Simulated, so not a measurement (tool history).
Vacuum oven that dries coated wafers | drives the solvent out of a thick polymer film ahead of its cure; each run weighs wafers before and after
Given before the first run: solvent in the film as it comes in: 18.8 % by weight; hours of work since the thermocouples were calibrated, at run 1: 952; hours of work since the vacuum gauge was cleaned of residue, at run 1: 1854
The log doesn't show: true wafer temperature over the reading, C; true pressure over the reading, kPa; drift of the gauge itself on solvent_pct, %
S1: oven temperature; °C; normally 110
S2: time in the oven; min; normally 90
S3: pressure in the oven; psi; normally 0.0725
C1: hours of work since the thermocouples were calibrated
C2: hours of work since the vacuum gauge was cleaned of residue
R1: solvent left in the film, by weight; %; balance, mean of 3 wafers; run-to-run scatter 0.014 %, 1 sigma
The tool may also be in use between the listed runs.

run	day	S1	S2	S3	C1	C2	R1
1	0	110	90	0.0725	952	1854	2.24
2	2.725	110	97	0.0725	1004	1906	1.92
3	4.35	110	97	0.0725	1034	1936	1.95
4	6.421	110	90	0.0725	1074	1975	2.23
5	8.446	110	90	0.0725	1112	2014	2.23
6	11.775	110	90	0.0725	1175	2077	2.25
7	14.675	110	90	0.0911	1230	2132	2.23
# day 16.183: oven's thermocouples calibrated
8	16.504	110	90	0.0911	6	2165	2.46
9	18.638	110	118	0.0911	46	2205	1.45
10	22.138	110	118	0.0911	113	2271	1.45
11	23.988	110	118	0.0911	148	2306	1.45
12	25.9	98	152	0.0725	184	2342	2.47
13	28.162	115	46	0.0725	227	2385	4.68
14	30.462	98	90	0.0725	270	2429	5.04
15	32.521	98	90	0.2376	309	2468	5.3
16	34.358	115	108	0.2016	344	2502	1.21
17	37.583	115	108	0.2016	405	2563	1.2
18	40.129	110	122	0.0725	453	2612	1.3

Forecast each of these 5 alternatives for the next run:
A	43.546	98	76	0.1315	518	2676	?
B	43.546	104	122	0.0419	518	2676	?
C	43.546	110	109	0.2419	518	2676	?
D	43.546	100	90	0.0725	518	2676	?
E	43.546	110	136	0.0725	518	2676	?

run	R1
A	6.04
B	2.16
C	1.85
D	4.55
E	1.04
Without the tool's unlogged condition, the same runs would have read:
run	R1
A	5.97
B	2.06
C	1.77
D	4.47
E	0.94
